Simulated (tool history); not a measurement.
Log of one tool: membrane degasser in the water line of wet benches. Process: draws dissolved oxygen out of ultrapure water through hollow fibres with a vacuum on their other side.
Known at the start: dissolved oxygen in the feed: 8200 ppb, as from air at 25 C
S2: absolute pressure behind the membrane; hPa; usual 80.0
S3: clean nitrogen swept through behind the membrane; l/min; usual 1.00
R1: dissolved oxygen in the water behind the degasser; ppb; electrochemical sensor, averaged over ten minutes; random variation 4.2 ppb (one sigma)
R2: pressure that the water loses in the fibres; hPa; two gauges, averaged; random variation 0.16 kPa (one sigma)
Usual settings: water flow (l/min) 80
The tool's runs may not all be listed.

Run 1, day 0.000: usual settings. Result: R1 657.1 ppb, R2 378.6 hPa.
Run 2, day 3.433: usual settings but water flow (l/min) 66. Result: R1 572.6 ppb, R2 314.2 hPa.
Run 3, day 5.504: usual settings but water flow (l/min) 66. Result: R1 576.1 ppb, R2 311.1 hPa.
Run 4, day 7.750: usual settings but water flow (l/min) 86. Result: R1 692.6 ppb, R2 408.1 hPa.
Run 5, day 9.367: usual settings but water flow (l/min) 86. Result: R1 692.8 ppb, R2 408.8 hPa.
Run 6, day 12.971: usual settings but water flow (l/min) 86. Result: R1 684.9 ppb, R2 408.1 hPa.
Run 7, day 15.025: usual settings but water flow (l/min) 86. Result: R1 695.8 ppb, R2 406.9 hPa.
Run 8, day 17.942: usual settings but water flow (l/min) 86. Result: R1 688.5 ppb, R2 407.2 hPa.
Run 9, day 19.612: usual settings but water flow (l/min) 86. Result: R1 701.7 ppb, R2 412.9 hPa.
Run 10, day 22.071: usual settings but S3 1.29 l/min. Result: R1 557.2 ppb, R2 381.8 hPa.
Run 11, day 25.746: usual settings but S3 1.29 l/min. Result: R1 558.5 ppb, R2 380.1 hPa.
Run 12, day 27.621: usual settings but S3 1.29 l/min. Result: R1 557.5 ppb, R2 381.3 hPa.
Run 13, day 30.929: usual settings but water flow (l/min) 79. Result: R1 652.8 ppb, R2 377.9 hPa.
Run 14, day 33.654: usual settings but water flow (l/min) 79. Result: R1 651.0 ppb, R2 377.1 hPa.
Run 15, day 36.388: usual settings but S2 75.7 hPa. Result: R1 610.6 ppb, R2 380.7 hPa.
Run 16, day 38.329: usual settings but S2 75.7 hPa. Result: R1 613.9 ppb, R2 380.5 hPa.
Run 17, day 41.796: usual settings but S2 119.5 hPa, S3 2.23 l/min. Result: R1 640.5 ppb, R2 382.2 hPa.
Run 18, day 45.308: usual settings but S2 119.5 hPa, S3 2.06 l/min. Result: R1 685.1 ppb, R2 380.1 hPa.
Run 19, day 46.938: usual settings but water flow (l/min) 61, S2 75.9 hPa. Result: R1 504.4 ppb, R2 291.6 hPa.
Run 20, day 50.167: usual settings but water flow (l/min) 75. Result: R1 630.7 ppb, R2 356.3 hPa.
Run 21, day 53.192: usual settings but water flow (l/min) 75. Result: R1 641.2 ppb, R2 357.6 hPa.
At day 54.371: seals of the vacuum lines changed.
Run 22, day 56.992: usual settings but water flow (l/min) 75. Result: R1 631.0 ppb, R2 360.0 hPa.
Run 23, day 59.350: usual settings but water flow (l/min) 96, S2 53.7 hPa, S3 2.14 l/min. Result: R1 250.9 ppb, R2 459.4 hPa.
Run 24, day 62.262: usual settings but water flow (l/min) 96, S2 53.7 hPa, S3 2.14 l/min. Result: R1 250.8 ppb, R2 457.3 hPa.
Run 25, day 65.942: usual settings but S2 107.5 hPa, S3 2.45 l/min. Result: R1 523.4 ppb, R2 380.9 hPa.
Run 26, day 69.208: usual settings but S2 107.5 hPa, S3 2.45 l/min. Result: R1 524.9 ppb, R2 382.3 hPa.
Run 27, day 72.583: usual settings but water flow (l/min) 69, S2 50.8 hPa, S3 0.68 l/min. Result: R1 348.9 ppb, R2 329.9 hPa.
Run 28, day 75.204: usual settings but water flow (l/min) 101, S2 50.8 hPa, S3 0.68 l/min. Result: R1 463.4 ppb, R2 483.9 hPa.
Run 29, day 77.862: usual settings but water flow (l/min) 75, S2 140.5 hPa, S3 0.68 l/min. Result: R1 1603.5 ppb, R2 357.3 hPa.
Run 30, day 81.379: usual settings but water flow (l/min) 53, S3 2.69 l/min. Result: R1 225.7 ppb, R2 255.4 hPa.
Run 31, day 84.621: usual settings but water flow (l/min) 53, S3 2.69 l/min. Result: R1 224.4 ppb, R2 253.3 hPa.

The same runs without the tool's hidden state, with the same run-to-run variation:
The hidden state here: membrane still open, %; true pressure behind the membrane over the reading, kPa; air that leaks in behind the membrane, l/min; drift of the gauge itself on oxygen_ppb, %; drift of the gauge itself on loss_of_pressure_kpa, %.
run      R1     R2
  1   619.6  377.9
  2   538.5  313.5
  3   541.6  310.3
  4   652.5  407.1
  5   652.5  407.7
  6   644.5  406.9
  7   654.5  405.6
  8   647.2  405.8
  9   659.4  411.5
 10   521.5  380.3
 11   522.2  378.6
 12   521.0  379.7
 13   611.4  376.2
 14   609.3  375.3
 15   567.2  378.7
 16   570.0  378.5
 17   613.5  380.1
 18   656.3  377.9
 19   466.1  289.8
 20   587.8  354.1
 21   597.2  355.3
 22   583.9  357.5
 23   214.9  456.1
 24   214.4  453.9
 25   497.0  378.0
 26   498.1  379.2
 27   286.0  327.1
 28   383.5  479.7
 29  1550.2  354.2
 30   206.8  253.1
 31   205.5  250.9
